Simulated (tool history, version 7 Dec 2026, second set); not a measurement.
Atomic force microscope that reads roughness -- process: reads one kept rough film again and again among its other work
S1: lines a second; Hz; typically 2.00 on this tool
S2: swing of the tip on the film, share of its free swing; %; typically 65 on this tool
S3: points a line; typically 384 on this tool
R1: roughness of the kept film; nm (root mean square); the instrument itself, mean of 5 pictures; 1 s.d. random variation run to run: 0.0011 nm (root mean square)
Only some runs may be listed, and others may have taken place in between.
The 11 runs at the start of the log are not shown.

run	day	S1	S2	S3	R1
12	15.121	2.00	65	384	0.480
13	16.154	1.76	65	384	0.482
# day 17.108: new tip fitted
14	17.379	2.00	65	908	0.481
15	19.308	2.00	65	908	0.481
16	20.617	3.79	65	384	0.460
17	22.367	3.79	65	384	0.461
18	23.492	3.79	65	384	0.462
19	24.717	3.79	65	384	0.461
# day 25.521: new tip fitted
20	25.708	2.00	65	384	0.479
21	27.212	2.00	65	384	0.478
22	28.450	2.00	65	384	0.479
23	30.012	2.00	65	384	0.480
24	31.329	0.78	65	384	0.491
25	32.821	2.00	76	384	0.460
# day 33.829: new tip fitted
26	34.396	3.73	87	825	0.391
27	35.454	2.00	57	508	0.490
28	37.167	2.00	57	508	0.490
29	38.825	2.00	57	508	0.489
30	40.700	2.00	65	943	0.479
31	41.775	1.00	65	363	0.490
# day 42.179: new tip fitted
32	42.604	1.00	65	363	0.489

What will run 33 give?
33	44.408	1.00	78	870	?

{"run 33": {"R1": 0.478}}
The same run, on a tool lacking any hidden state, would have yielded R1 0.478 nm (root mean square).
